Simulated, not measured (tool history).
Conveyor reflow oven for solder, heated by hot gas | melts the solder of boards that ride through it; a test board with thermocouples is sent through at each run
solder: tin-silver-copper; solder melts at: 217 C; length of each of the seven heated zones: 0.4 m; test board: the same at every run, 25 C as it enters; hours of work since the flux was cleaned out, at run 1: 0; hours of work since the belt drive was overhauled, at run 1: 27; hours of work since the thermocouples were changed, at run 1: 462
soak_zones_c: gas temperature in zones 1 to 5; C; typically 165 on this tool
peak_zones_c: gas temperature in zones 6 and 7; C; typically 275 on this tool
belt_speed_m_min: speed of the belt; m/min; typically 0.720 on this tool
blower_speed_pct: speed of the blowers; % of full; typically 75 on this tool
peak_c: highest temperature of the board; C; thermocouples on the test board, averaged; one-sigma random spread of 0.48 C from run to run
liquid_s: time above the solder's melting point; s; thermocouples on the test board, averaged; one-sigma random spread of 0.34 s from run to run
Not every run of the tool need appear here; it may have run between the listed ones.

run,hour,soak_zones_c,peak_zones_c,belt_speed_m_min,blower_speed_pct,hours of work since the flux was cleaned out,hours of work since the belt drive was overhauled,hours of work since the thermocouples were changed,peak_c,liquid_s
1,0.0,165,275,0.720,75,0,27,462,256.9,49.5
2,17.9,165,275,0.720,75,8,36,471,256.7,50.1
3,31.4,165,275,0.720,54,15,42,477,247.7,42.9
4,39.6,165,275,0.720,54,19,46,481,247.6,42.8
5,54.2,165,275,0.720,54,26,53,488,248.5,43.2
6,70.4,165,275,0.720,54,33,60,495,247.9,42.2
7,86.3,165,275,0.778,54,41,68,503,244.4,35.9
8,95.8,165,275,0.710,75,45,72,507,257.2,50.6
9,114.7,165,275,0.710,75,54,81,516,257.4,50.9
10,130.7,165,275,0.710,75,62,89,524,256.7,51.7
11,150.0,165,275,0.710,84,71,98,533,259.5,52.6
12,166.8,165,275,0.710,84,79,106,541,260.2,52.7
13,175.8,164,275,0.688,52,83,110,545,248.1,44.9
14,194.4,165,283,0.595,72,92,119,554,269.3,67.8
15,211.2,160,289,0.787,63,100,127,562,257.7,44.2
16,227.4,164,289,0.787,68,107,135,570,260.8,46.9
17,240.1,158,289,0.672,79,114,141,576,270.7,59.1
18,251.2,158,289,0.672,79,119,146,581,271.3,58.9
19,266.5,165,266,0.720,75,126,153,588,247.7,45.1
20,280.4,165,264,0.732,75,133,160,595,244.6,42.2
21,294.8,167,267,0.820,80,139,167,602,246.1,37.7
22,313.0,165,275,0.747,75,148,175,610,254.7,46.6
23,325.5,165,275,0.747,75,154,181,616,254.5,46.4
24,334.9,165,275,0.639,61,158,185,620,254.4,54.6

Some steps in peak_c between neighbouring runs. How much of each would the tool show without its hidden state too (settings, what came in, random variation), and how much is left for the hidden state, with any gauge scatter that isn't in both results?
Hidden state at play: heat that the gas passes to the board, % of a clean oven's; belt's true speed, % of the reading; true gas temperature in zones 6 and 7 over the reading, C; drift of the gauge itself on peak_c, C; drift of the gauge itself on liquid_s, %.
Run 7 -> 8: belt_speed_m_min 0.778 -> 0.710, blower_speed_pct 54 -> 75. peak_c +12.8 C: hidden state -0.2, all else +13.0.
Run 12 -> 13: soak_zones_c 165 -> 164, belt_speed_m_min 0.710 -> 0.688, blower_speed_pct 84 -> 52. peak_c -12.1 C: hidden state +0.2, all else -12.3.
Run 13 -> 14: soak_zones_c 164 -> 165, peak_zones_c 275 -> 283, belt_speed_m_min 0.688 -> 0.595, blower_speed_pct 52 -> 72. peak_c +21.2 C: hidden state -0.2, all else +21.4.
Run 18 -> 19: soak_zones_c 158 -> 165, peak_zones_c 289 -> 266, belt_speed_m_min 0.672 -> 0.720, blower_speed_pct 79 -> 75. peak_c -23.6 C: hidden state +0.1, all else -23.7.
